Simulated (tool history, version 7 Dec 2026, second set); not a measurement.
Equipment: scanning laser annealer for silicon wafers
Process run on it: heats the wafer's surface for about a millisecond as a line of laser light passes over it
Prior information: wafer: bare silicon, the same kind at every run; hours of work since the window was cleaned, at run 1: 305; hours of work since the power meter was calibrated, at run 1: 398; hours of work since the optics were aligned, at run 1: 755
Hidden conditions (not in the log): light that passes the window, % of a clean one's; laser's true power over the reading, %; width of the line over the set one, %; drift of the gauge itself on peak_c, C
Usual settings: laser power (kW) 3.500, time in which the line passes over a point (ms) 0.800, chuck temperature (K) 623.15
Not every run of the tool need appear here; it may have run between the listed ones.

run,hour,laser power (kW),time in which the line passes over a point (ms),chuck temperature (K),hours of work since the window was cleaned,hours of work since the power meter was calibrated,hours of work since the optics were aligned,highest temperature of the surface (K)
1,0.0,3.500,0.800,623.15,305,398,755,1385.15
2,16.7,3.500,0.800,623.15,315,408,765,1388.15
3,51.1,3.500,0.800,623.15,336,428,785,1389.15
4,89.0,3.500,0.800,623.15,359,451,808,1386.15
5,120.2,3.500,0.800,623.15,377,469,827,1387.15
6,161.3,3.500,0.800,623.15,402,494,851,1388.15
# hour 180.2: window over the wafer cleaned
7,203.1,3.500,0.800,638.15,14,518,875,1404.15
8,236.1,3.500,0.800,638.15,33,537,895,1406.15
9,255.0,3.500,0.800,638.15,45,549,906,1403.15
10,276.6,3.500,0.800,638.15,58,562,919,1407.15
11,317.7,3.500,0.800,638.15,82,586,944,1406.15
12,356.4,3.412,0.800,623.15,105,609,967,1363.15
13,384.1,3.412,0.800,623.15,122,626,983,1366.15
14,411.5,3.500,0.800,623.15,138,642,1000,1388.15
# hour 418.7: optics aligned, line set to its width
15,437.5,3.537,0.855,605.15,151,655,11,1404.15
16,462.8,3.537,0.855,605.15,166,670,26,1407.15
17,482.8,3.500,0.882,623.15,178,682,38,1426.15
18,510.8,2.989,0.692,623.15,195,699,55,1209.15
19,527.7,3.500,0.933,623.15,205,709,65,1448.15
20,569.0,3.500,0.602,647.15,229,734,90,1318.15
21,586.4,3.653,0.764,618.15,240,744,100,1405.15
22,621.7,3.500,0.605,623.15,261,765,121,1298.15
23,659.0,3.500,0.645,617.15,283,787,144,1313.15
24,683.6,3.500,0.645,617.15,298,802,158,1308.15
25,722.3,3.500,0.969,629.15,321,825,182,1467.15
26,756.9,3.788,0.750,633.15,342,846,202,1454.15
27,783.6,3.644,0.693,595.15,358,862,218,1348.15

Forecast each of these 3 alternatives for the next run:
A,816.1,3.606,0.967,623.15,377,881,238,?
B,816.1,2.990,0.641,595.15,377,881,238,?
C,816.1,3.667,0.800,623.15,377,881,238,?

run,highest temperature of the surface (K)
A,1489.15
B,1161.15
C,1440.15
Without the tool's unlogged condition, the same runs would have read:
run,highest temperature of the surface (K)
A,1490.15
B,1161.15
C,1440.15
